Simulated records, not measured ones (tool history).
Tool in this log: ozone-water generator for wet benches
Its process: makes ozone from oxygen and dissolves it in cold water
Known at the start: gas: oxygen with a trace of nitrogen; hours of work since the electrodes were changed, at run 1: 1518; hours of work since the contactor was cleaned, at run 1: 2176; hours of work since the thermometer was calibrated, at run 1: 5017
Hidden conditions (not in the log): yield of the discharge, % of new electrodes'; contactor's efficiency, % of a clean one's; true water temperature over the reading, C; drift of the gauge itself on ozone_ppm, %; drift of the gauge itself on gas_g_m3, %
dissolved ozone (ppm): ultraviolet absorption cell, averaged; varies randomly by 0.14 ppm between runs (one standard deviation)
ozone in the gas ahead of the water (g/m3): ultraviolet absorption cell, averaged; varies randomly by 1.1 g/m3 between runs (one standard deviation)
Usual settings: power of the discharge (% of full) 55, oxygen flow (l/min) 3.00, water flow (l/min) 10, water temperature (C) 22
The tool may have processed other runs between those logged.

| run | hour | power of the discharge (% of full) | oxygen flow (l/min) | water flow (l/min) | water temperature (C) | hours of work since the electrodes were changed | hours of work since the contactor was cleaned | hours of work since the thermometer was calibrated | dissolved ozone (ppm) | ozone in the gas ahead of the water (g/m3) |
|---|---|---|---|---|---|---|---|---|---|---|
| 1 | 0.0 | 55 | 3.00 | 10 | 22 | 1518 | 2176 | 5017 | 14.9 | 180.1 |
| 2 | 29.4 | 55 | 3.00 | 10 | 22 | 1540 | 2198 | 5040 | 14.8 | 182.3 |
| 3 | 62.7 | 55 | 3.00 | 10 | 22 | 1566 | 2224 | 5066 | 14.7 | 180.3 |
| 4 | 110.0 | 55 | 3.00 | 10 | 25 | 1603 | 2261 | 5102 | 14.0 | 182.0 |
| 5 | 132.1 | 55 | 3.00 | 10 | 25 | 1620 | 2278 | 5119 | 14.1 | 182.3 |
| 6 | 165.7 | 55 | 2.86 | 10 | 22 | 1646 | 2304 | 5145 | 14.9 | 183.5 |
| 7 | 210.1 | 55 | 2.86 | 10 | 22 | 1680 | 2338 | 5180 | 14.8 | 185.9 |
| 8 | 243.0 | 55 | 3.00 | 10 | 22 | 1705 | 2363 | 5205 | 14.9 | 182.0 |
|  | 270.9 | water thermometer calibrated |
| 9 | 282.2 | 55 | 3.00 | 10 | 22 | 1735 | 2393 | 9 | 14.6 | 179.2 |
| 10 | 319.6 | 55 | 3.00 | 10 | 22 | 1764 | 2422 | 38 | 14.8 | 179.0 |
| 11 | 339.7 | 55 | 4.22 | 10 | 22 | 1780 | 2438 | 53 | 14.5 | 152.2 |
| 12 | 382.6 | 55 | 3.00 | 10 | 22 | 1813 | 2471 | 86 | 14.9 | 179.9 |
| 13 | 421.7 | 55 | 3.00 | 10 | 22 | 1843 | 2501 | 116 | 14.7 | 180.1 |
| 14 | 453.8 | 55 | 3.00 | 12 | 22 | 1868 | 2526 | 141 | 12.6 | 180.0 |
| 15 | 501.2 | 55 | 3.00 | 12 | 22 | 1904 | 2562 | 178 | 12.5 | 177.3 |
| 16 | 542.7 | 55 | 3.00 | 10 | 22 | 1936 | 2594 | 210 | 14.6 | 178.7 |
|  | 567.0 | water thermometer calibrated, once more |
| 17 | 584.7 | 55 | 3.00 | 10 | 22 | 1968 | 2626 | 14 | 14.7 | 180.0 |
| 18 | 621.4 | 55 | 2.22 | 10 | 22 | 1997 | 2655 | 42 | 14.6 | 207.4 |
|  | 638.9 | contactor cleaned |
| 19 | 672.4 | 55 | 1.92 | 8 | 22 | 2033 | 26 | 78 | 18.3 | 225.1 |
| 20 | 702.3 | 55 | 3.04 | 10 | 28 | 2056 | 49 | 101 | 13.7 | 176.3 |
| 21 | 726.2 | 66 | 2.57 | 6 | 16 | 2075 | 67 | 120 | 29.2 | 219.8 |
| 22 | 772.1 | 42 | 3.57 | 10 | 22 | 2110 | 103 | 155 | 12.5 | 135.2 |
| 23 | 792.4 | 42 | 3.57 | 10 | 22 | 2126 | 118 | 171 | 12.4 | 134.7 |
| 24 | 813.9 | 55 | 3.00 | 16 | 22 | 2142 | 135 | 188 | 9.8 | 179.7 |
| 25 | 840.7 | 55 | 3.44 | 12 | 22 | 2163 | 156 | 208 | 13.0 | 168.0 |
| 26 | 868.8 | 89 | 1.73 | 7 | 16 | 2185 | 177 | 230 | 31.2 | 328.3 |
| 27 | 905.5 | 78 | 2.99 | 12 | 18 | 2213 | 206 | 258 | 17.6 | 226.8 |
| 28 | 941.4 | 79 | 4.36 | 7 | 14 | 2241 | 234 | 286 | 29.0 | 192.3 |
| 29 | 978.7 | 79 | 4.36 | 7 | 14 | 2269 | 262 | 315 | 29.1 | 191.3 |
| 30 | 1006.0 | 63 | 2.61 | 10 | 22 | 2291 | 283 | 336 | 16.5 | 210.7 |
| 31 | 1039.3 | 55 | 3.00 | 10 | 16 | 2316 | 309 | 362 | 16.4 | 177.5 |
| 32 | 1076.0 | 95 | 3.00 | 10 | 22 | 2345 | 337 | 390 | 21.9 | 259.5 |

How the hidden state differs across the entries between the runs, from the last listed run before each to the first after it:
After run 8, before run 9: water thermometer calibrated (hour 270.9)
  contactor's efficiency, % of a clean one's: 95.6 -> 95.5; true water temperature over the reading, C: 0.66 -> 0.76
  difference, measured minus the result without the unlogged condition, dissolved ozone (ppm): -1.1 -> -1.2; ozone in the gas ahead of the water (g/m3): -6.6 -> -6.7
After run 16, before run 17: water thermometer calibrated, once more (hour 567.0)
  yield of the discharge, % of new electrodes': 95.2 -> 95.1; true water temperature over the reading, C: 0.78 -> 0.04
  difference, measured minus the result without the unlogged condition, dissolved ozone (ppm): -1.3 -> -1.1; ozone in the gas ahead of the water (g/m3): -7.4 -> -7.7
After run 18, before run 19: contactor cleaned (hour 638.9)
  yield of the discharge, % of new electrodes': 95 -> 94.9; contactor's efficiency, % of a clean one's: 95.1 -> 99.5
  difference, measured minus the result without the unlogged condition, dissolved ozone (ppm): -1.1 -> -0.9; ozone in the gas ahead of the water (g/m3): -9.0 -> -9.9
